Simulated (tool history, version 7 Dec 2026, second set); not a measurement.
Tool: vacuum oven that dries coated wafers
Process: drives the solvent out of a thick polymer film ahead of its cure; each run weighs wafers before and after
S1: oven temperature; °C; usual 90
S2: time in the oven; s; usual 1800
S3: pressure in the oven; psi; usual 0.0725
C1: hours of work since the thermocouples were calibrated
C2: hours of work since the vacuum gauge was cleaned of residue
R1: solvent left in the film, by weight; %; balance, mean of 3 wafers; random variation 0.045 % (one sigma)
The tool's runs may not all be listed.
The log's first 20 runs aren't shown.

run    hour   S1    S2      S3   C1    C2    R1
 21   475.9   90   900  0.0725   91  1309  3.03
 22   500.5   90  1800  0.0725  109  1328  0.99
 23   528.7   90  1800  0.0725  131  1349  0.95
 24   564.9   90  1800  0.0725  158  1376  0.99
 25   581.6   88   960  0.0602  170  1389  3.24
 26   611.8   88  1380  0.2234  193  1412  2.46
 27   629.7   88  1380  0.2234  207  1425  2.45
 28   644.6   92  1800  0.1033  218  1436  0.79
 29   674.4   90  1260  0.1237  240  1459  1.97
 30   690.2  102  2100  0.0725  252  1471  0.25
 31   713.5  102  1500  0.2859  270  1488  0.80
 32   733.8   84  1920  0.1478  285  1504  2.18
 33   768.1   84  1920  0.1478  311  1529  2.15
 34   795.3   89  1920  0.1765  332  1550  1.35
 35   829.0  104   960  0.0566  357  1575  0.32
 36   849.8  105  2640  0.1133  373  1591  0.18
 37   885.6   91  1800  0.0371  400  1618  0.66
 38   913.1   80  1800  0.2834  420  1639  3.98
 39   945.2   80  1800  0.2834  445  1663  3.94
 40   971.0   90   900  0.0725  464  1682  2.91
 41   997.4   93  2400  0.2448  484  1702  0.95
 42  1020.9   83  1200  0.1108  502  1720  3.82
 43  1056.4   86  1020  0.0395  529  1747  3.32
 44  1074.0   86  1020  0.0395  542  1760  3.38

3 ways to go on from here, each from the tool as it stands after run 44. What would each give?
  A  1092.2   90  1020  0.0725  556  1774   ?
  B  1092.2   86  1020  0.1890  556  1774   ?
  C  1092.2  103  1800  0.0392  556  1774   ?

run    R1
  A  2.29
  B  3.85
  C  0.16
Without the tool's hidden state the same runs would have given:
run    R1
  A  2.46
  B  4.07
  C  0.10

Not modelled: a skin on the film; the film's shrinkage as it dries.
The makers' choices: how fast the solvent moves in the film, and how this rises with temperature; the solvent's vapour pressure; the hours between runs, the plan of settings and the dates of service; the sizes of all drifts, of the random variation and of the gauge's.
